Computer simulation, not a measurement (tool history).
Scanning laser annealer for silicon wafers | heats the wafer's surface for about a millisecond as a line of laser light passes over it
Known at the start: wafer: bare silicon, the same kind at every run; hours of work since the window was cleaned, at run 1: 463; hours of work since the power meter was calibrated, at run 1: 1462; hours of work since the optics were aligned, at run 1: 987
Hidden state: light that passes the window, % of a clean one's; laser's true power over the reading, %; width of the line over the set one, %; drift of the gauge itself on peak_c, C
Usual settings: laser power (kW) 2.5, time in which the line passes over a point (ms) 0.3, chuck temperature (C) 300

| run | hour | laser power (kW) | time in which the line passes over a point (ms) | chuck temperature (C) | hours of work since the window was cleaned | hours of work since the power meter was calibrated | hours of work since the optics were aligned | highest temperature of the surface (C) |
|---|---|---|---|---|---|---|---|---|
| 1 | 0 | 2.5 | 0.3 | 300 | 463 | 1462 | 987 | 965 |
| 2 | 45.1 | 2.5 | 0.3 | 300 | 493 | 1493 | 1018 | 960 |
| 3 | 111.8 | 2.129 | 0.3 | 300 | 538 | 1537 | 1062 | 868 |
| 4 | 147 | 2.129 | 0.3 | 300 | 561 | 1561 | 1086 | 870 |
| 5 | 216.3 | 2.129 | 0.3 | 300 | 608 | 1607 | 1132 | 864 |
|  | 257.2 | optics aligned, line set to its width |
| 6 | 271.8 | 2.149 | 0.3 | 300 | 642 | 1641 | 10 | 878 |
|  | 319.2 | window over the wafer cleaned |
| 7 | 332.2 | 2.149 | 0.3 | 300 | 9 | 1680 | 49 | 912 |
| 8 | 369.3 | 2.5 | 0.372 | 300 | 33 | 1704 | 74 | 1071 |
| 9 | 412.4 | 2.5 | 0.372 | 324 | 62 | 1733 | 102 | 1090 |
| 10 | 483.7 | 2.5 | 0.372 | 324 | 110 | 1781 | 150 | 1087 |
| 11 | 540.5 | 2.5 | 0.372 | 324 | 148 | 1819 | 188 | 1086 |
| 12 | 612.9 | 2.5 | 0.372 | 324 | 196 | 1867 | 236 | 1082 |
| 13 | 659.9 | 2.609 | 0.3 | 300 | 228 | 1899 | 268 | 1019 |
| 14 | 721.9 | 2.5 | 0.3 | 314 | 269 | 1940 | 309 | 998 |
| 15 | 760.7 | 2.726 | 0.3 | 300 | 295 | 1966 | 335 | 1040 |
| 16 | 819.8 | 2.5 | 0.363 | 300 | 334 | 2005 | 374 | 1039 |
| 17 | 863.9 | 2.5 | 0.363 | 300 | 364 | 2035 | 404 | 1039 |
| 18 | 909.3 | 2.5 | 0.363 | 300 | 394 | 2065 | 434 | 1035 |
| 19 | 980 | 2.5 | 0.363 | 300 | 441 | 2112 | 481 | 1033 |
| 20 | 1024.1 | 2.5 | 0.3 | 318 | 471 | 2142 | 511 | 994 |
| 21 | 1098.9 | 2.5 | 0.3 | 318 | 521 | 2192 | 561 | 991 |
| 22 | 1156.8 | 2.146 | 0.3 | 291 | 559 | 2231 | 600 | 869 |
| 23 | 1220.8 | 2.146 | 0.3 | 291 | 602 | 2273 | 642 | 868 |
| 24 | 1254.7 | 2.146 | 0.3 | 291 | 625 | 2296 | 665 | 865 |
|  | 1328.3 | window over the wafer cleaned |
| 25 | 1331.1 | 2.146 | 0.3 | 291 | 2 | 2346 | 715 | 893 |
| 26 | 1380.9 | 2.326 | 0.3 | 293 | 35 | 2379 | 748 | 946 |
| 27 | 1419.8 | 2.326 | 0.3 | 293 | 61 | 2405 | 774 | 938 |
| 28 | 1455 | 2.5 | 0.366 | 291 | 85 | 2428 | 798 | 1045 |
| 29 | 1499.3 | 2.5 | 0.29 | 339 | 114 | 2458 | 827 | 1015 |
| 30 | 1574.2 | 2.5 | 0.29 | 339 | 164 | 2508 | 877 | 1014 |
| 31 | 1643.1 | 2.603 | 0.236 | 339 | 210 | 2554 | 923 | 981 |
| 32 | 1693.2 | 2.603 | 0.236 | 339 | 244 | 2588 | 957 | 978 |
| 33 | 1761.9 | 2.458 | 0.277 | 331 | 290 | 2633 | 1003 | 973 |
| 34 | 1837.9 | 2.458 | 0.277 | 331 | 340 | 2684 | 1053 | 975 |
| 35 | 1901.6 | 2.318 | 0.222 | 288 | 383 | 2727 | 1096 | 838 |
| 36 | 1945.1 | 2.318 | 0.222 | 288 | 412 | 2756 | 1125 | 837 |
| 37 | 1982.8 | 2.467 | 0.222 | 302 | 437 | 2781 | 1150 | 886 |
|  | 1994.3 | optics aligned, line set to its width |
| 38 | 2019.7 | 2.467 | 0.222 | 302 | 459 | 2802 | 17 | 896 |
| 39 | 2071.1 | 2.495 | 0.3 | 300 | 493 | 2837 | 51 | 980 |
| 40 | 2121.8 | 2.428 | 0.232 | 298 | 527 | 2871 | 85 | 889 |

5 ways to go on from here, each from the tool as it stands after run 40. What would each give?
| A | 2182.5 | 2.695 | 0.232 | 298 | 567 | 2911 | 126 | ? |
| B | 2182.5 | 2.203 | 0.307 | 326 | 567 | 2911 | 126 | ? |
| C | 2182.5 | 2.72 | 0.22 | 283 | 567 | 2911 | 126 | ? |
| D | 2182.5 | 2.5 | 0.377 | 300 | 567 | 2911 | 126 | ? |
| E | 2182.5 | 2.455 | 0.232 | 336 | 567 | 2911 | 126 | ? |

| run | highest temperature of the surface (C) |
|---|---|
| A | 946 |
| B | 932 |
| C | 923 |
| D | 1046 |
| E | 931 |
Without the tool's hidden state the same runs would have given:
| run | highest temperature of the surface (C) |
|---|---|
| A | 969 |
| B | 954 |
| C | 946 |
| D | 1073 |
| E | 953 |
